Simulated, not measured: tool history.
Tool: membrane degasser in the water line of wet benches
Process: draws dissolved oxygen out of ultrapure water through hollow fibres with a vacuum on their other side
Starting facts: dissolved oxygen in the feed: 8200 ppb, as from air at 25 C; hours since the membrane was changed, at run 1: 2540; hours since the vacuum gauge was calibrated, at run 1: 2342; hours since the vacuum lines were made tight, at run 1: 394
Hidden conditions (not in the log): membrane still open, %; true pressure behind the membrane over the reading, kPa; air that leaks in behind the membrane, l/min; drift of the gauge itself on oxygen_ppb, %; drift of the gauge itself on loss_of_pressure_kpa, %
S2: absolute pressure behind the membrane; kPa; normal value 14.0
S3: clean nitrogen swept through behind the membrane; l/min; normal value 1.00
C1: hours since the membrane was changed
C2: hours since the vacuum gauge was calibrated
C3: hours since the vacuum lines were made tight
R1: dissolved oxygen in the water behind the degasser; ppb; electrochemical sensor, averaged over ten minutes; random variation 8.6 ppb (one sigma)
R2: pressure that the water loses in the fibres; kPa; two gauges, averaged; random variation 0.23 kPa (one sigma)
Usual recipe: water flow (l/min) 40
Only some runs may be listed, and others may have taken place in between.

run 1 hour=0.0 | water_flow_(l/min)=40 S2=14.0 S3=1.00 | C1=2540 C2=2342 C3=394 | R1=881.4 R2=58.09
run 2 hour=63.7 | water_flow_(l/min)=40 S2=14.0 S3=1.00 | C1=2604 C2=2406 C3=457 | R1=890.0 R2=58.64
run 3 hour=103.0 | water_flow_(l/min)=40 S2=14.0 S3=1.00 | C1=2643 C2=2445 C3=497 | R1=875.2 R2=58.83
run 4 hour=135.1 | water_flow_(l/min)=40 S2=14.0 S3=1.00 | C1=2675 C2=2477 C3=529 | R1=872.3 R2=58.54
run 5 hour=179.3 | water_flow_(l/min)=40 S2=14.0 S3=1.00 | C1=2719 C2=2522 C3=573 | R1=892.2 R2=58.35
run 6 hour=238.7 | water_flow_(l/min)=40 S2=14.0 S3=1.00 | C1=2779 C2=2581 C3=632 | R1=896.5 R2=58.61
run 7 hour=287.8 | water_flow_(l/min)=40 S2=14.0 S3=1.00 | C1=2828 C2=2630 C3=681 | R1=881.1 R2=58.38
run 8 hour=349.5 | water_flow_(l/min)=40 S2=14.0 S3=1.00 | C1=2889 C2=2692 C3=743 | R1=876.8 R2=58.61
run 9 hour=420.1 | water_flow_(l/min)=40 S2=14.0 S3=1.00 | C1=2960 C2=2762 C3=814 | R1=882.3 R2=58.42
run 10 hour=470.0 | water_flow_(l/min)=40 S2=14.0 S3=1.00 | C1=3010 C2=2812 C3=864 | R1=880.2 R2=58.62
run 11 hour=531.1 | water_flow_(l/min)=52 S2=28.9 S3=1.00 | C1=3071 C2=2873 C3=925 | R1=2171.0 R2=76.47
run 12 hour=563.5 | water_flow_(l/min)=35 S2=19.5 S3=1.27 | C1=3103 C2=2906 C3=957 | R1=945.4 R2=51.57
run 13 hour=618.7 | water_flow_(l/min)=48 S2=14.0 S3=0.73 | C1=3158 C2=2961 C3=1012 | R1=1255.2 R2=70.32
run 14 hour=679.6 | water_flow_(l/min)=48 S2=14.0 S3=0.73 | C1=3219 C2=3022 C3=1073 | R1=1261.2 R2=70.35
run 15 hour=743.3 | water_flow_(l/min)=48 S2=14.0 S3=0.73 | C1=3283 C2=3086 C3=1137 | R1=1241.2 R2=70.98
run 16 hour=780.4 | water_flow_(l/min)=48 S2=14.0 S3=0.73 | C1=3320 C2=3123 C3=1174 | R1=1257.1 R2=70.81
run 17 hour=809.5 | water_flow_(l/min)=56 S2=24.6 S3=0.73 | C1=3349 C2=3152 C3=1203 | R1=2334.4 R2=82.23
run 18 hour=862.8 | water_flow_(l/min)=37 S2=24.6 S3=0.78 | C1=3403 C2=3205 C3=1256 | R1=1730.6 R2=54.66
run 19 hour=892.2 | water_flow_(l/min)=28 S2=24.6 S3=0.87 | C1=3432 C2=3235 C3=1286 | R1=1281.0 R2=41.30

Alternative continuations, all from the tool just after run 19; predict every row:
run A hour=955.5 | water_flow_(l/min)=40 S2=23.3 S3=0.49 | C1=3495 C2=3298 C3=1349 | R1=? R2=?
run B hour=955.5 | water_flow_(l/min)=38 S2=24.6 S3=0.87 | C1=3495 C2=3298 C3=1349 | R1=? R2=?
run C hour=955.5 | water_flow_(l/min)=32 S2=33.1 S3=1.47 | C1=3495 C2=3298 C3=1349 | R1=? R2=?
run D hour=955.5 | water_flow_(l/min)=32 S2=13.9 S3=1.00 | C1=3495 C2=3298 C3=1349 | R1=? R2=?
run E hour=955.5 | water_flow_(l/min)=25 S2=11.8 S3=0.58 | C1=3495 C2=3298 C3=1349 | R1=? R2=?

run=A R1=2258.2 R2=59.14
run=B R1=1609.0 R2=55.82
run=C R1=1322.0 R2=47.32
run=D R1=724.1 R2=47.29
run=E R1=735.9 R2=36.72
Take away the tool's hidden state, keep each run's random variation, and the runs would have read:
run=A R1=2231.1 R2=56.96
run=B R1=1581.3 R2=53.74
run=C R1=1298.3 R2=45.56
run=D R1=698.3 R2=45.54
run=E R1=709.6 R2=35.36
